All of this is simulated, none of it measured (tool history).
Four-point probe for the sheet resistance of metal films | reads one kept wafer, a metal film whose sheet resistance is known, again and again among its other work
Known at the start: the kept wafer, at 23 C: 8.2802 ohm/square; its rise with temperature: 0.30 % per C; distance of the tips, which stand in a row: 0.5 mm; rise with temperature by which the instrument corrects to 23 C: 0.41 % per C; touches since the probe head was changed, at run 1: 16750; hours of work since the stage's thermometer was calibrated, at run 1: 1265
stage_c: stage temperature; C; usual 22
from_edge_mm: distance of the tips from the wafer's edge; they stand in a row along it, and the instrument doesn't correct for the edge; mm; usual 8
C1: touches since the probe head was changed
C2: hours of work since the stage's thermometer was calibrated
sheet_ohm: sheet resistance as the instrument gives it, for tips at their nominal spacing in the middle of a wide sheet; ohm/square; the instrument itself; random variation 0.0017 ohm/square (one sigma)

{"run": 1, "hour": 0.0, "stage_c": 22, "from_edge_mm": 8, "C1": 16750, "C2": 1265, "sheet_ohm": 8.314128}
{"run": 2, "hour": 9.0, "stage_c": 22, "from_edge_mm": 8, "C1": 17159, "C2": 1272, "sheet_ohm": 8.317276}
{"run": 3, "hour": 21.6, "stage_c": 22, "from_edge_mm": 52, "C1": 17730, "C2": 1282, "sheet_ohm": 8.296787}
{"run": 4, "hour": 36.2, "stage_c": 22, "from_edge_mm": 8, "C1": 18396, "C2": 1293, "sheet_ohm": 8.316775}
{"run": 5, "hour": 47.4, "stage_c": 22, "from_edge_mm": 8, "C1": 18907, "C2": 1302, "sheet_ohm": 8.313499}
{"run": 6, "hour": 56.6, "stage_c": 22, "from_edge_mm": 8, "C1": 19322, "C2": 1309, "sheet_ohm": 8.31618}
{"run": 7, "hour": 70.0, "stage_c": 22, "from_edge_mm": 22, "C1": 19932, "C2": 1320, "sheet_ohm": 8.305026}
{"run": 8, "hour": 81.7, "stage_c": 26, "from_edge_mm": 8, "C1": 20462, "C2": 1329, "sheet_ohm": 8.283715}
{"run": 9, "hour": 94.4, "stage_c": 26, "from_edge_mm": 8, "C1": 21040, "C2": 1339, "sheet_ohm": 8.285693}
{"run": 10, "hour": 102.1, "stage_c": 26, "from_edge_mm": 8, "C1": 21393, "C2": 1345, "sheet_ohm": 8.282516}
{"run": 11, "hour": 111.5, "stage_c": 26, "from_edge_mm": 8, "C1": 21819, "C2": 1352, "sheet_ohm": 8.281163}
{"run": 12, "hour": 125.8, "stage_c": 22, "from_edge_mm": 15, "C1": 22466, "C2": 1363, "sheet_ohm": 8.306284}
{"run": 13, "hour": 138.0, "stage_c": 22, "from_edge_mm": 15, "C1": 23023, "C2": 1373, "sheet_ohm": 8.302549}
{"run": 14, "hour": 146.1, "stage_c": 19, "from_edge_mm": 54, "C1": 23392, "C2": 1379, "sheet_ohm": 8.328023}
{"run": 15, "hour": 156.8, "stage_c": 34, "from_edge_mm": 48, "C1": 23878, "C2": 1388, "sheet_ohm": 8.201321}
{"run": 16, "hour": 165.2, "stage_c": 32, "from_edge_mm": 50, "C1": 24259, "C2": 1394, "sheet_ohm": 8.217524}
{"run": 17, "hour": 175.4, "stage_c": 32, "from_edge_mm": 50, "C1": 24721, "C2": 1402, "sheet_ohm": 8.218176}
{"run": 18, "hour": 190.3, "stage_c": 32, "from_edge_mm": 40, "C1": 25402, "C2": 1414, "sheet_ohm": 8.220816}
{"run": 19, "hour": 206.7, "stage_c": 32, "from_edge_mm": 40, "C1": 26144, "C2": 1427, "sheet_ohm": 8.217763}
{"run": 20, "hour": 218.7, "stage_c": 32, "from_edge_mm": 24, "C1": 26689, "C2": 1436, "sheet_ohm": 8.219147}
{"run": 21, "hour": 227.9, "stage_c": 22, "from_edge_mm": 5, "C1": 27107, "C2": 1444, "sheet_ohm": 8.344303}
{"run": 22, "hour": 242.5, "stage_c": 19, "from_edge_mm": 21, "C1": 27775, "C2": 1455, "sheet_ohm": 8.327329}
{"run": 23, "hour": 255.6, "stage_c": 19, "from_edge_mm": 21, "C1": 28369, "C2": 1465, "sheet_ohm": 8.329352}
{"run": 24, "hour": 268.4, "stage_c": 31, "from_edge_mm": 4, "C1": 28952, "C2": 1476, "sheet_ohm": 8.299892}

Forecast each of these 4 alternatives for the next run:
{"run": "A", "hour": 276.2, "stage_c": 22, "from_edge_mm": 17, "C1": 29305, "C2": 1482, "sheet_ohm": "?"}
{"run": "B", "hour": 276.2, "stage_c": 22, "from_edge_mm": 14, "C1": 29305, "C2": 1482, "sheet_ohm": "?"}
{"run": "C", "hour": 276.2, "stage_c": 22, "from_edge_mm": 5, "C1": 29305, "C2": 1482, "sheet_ohm": "?"}
{"run": "D", "hour": 276.2, "stage_c": 33, "from_edge_mm": 8, "C1": 29305, "C2": 1482, "sheet_ohm": "?"}

run=A sheet_ohm=8.304043
run=B sheet_ohm=8.308740
run=C sheet_ohm=8.347677
run=D sheet_ohm=8.231410
Without the tool's hidden state the same runs would have given:
run=A sheet_ohm=8.290087
run=B sheet_ohm=8.294776
run=C sheet_ohm=8.333651
run=D sheet_ohm=8.217693
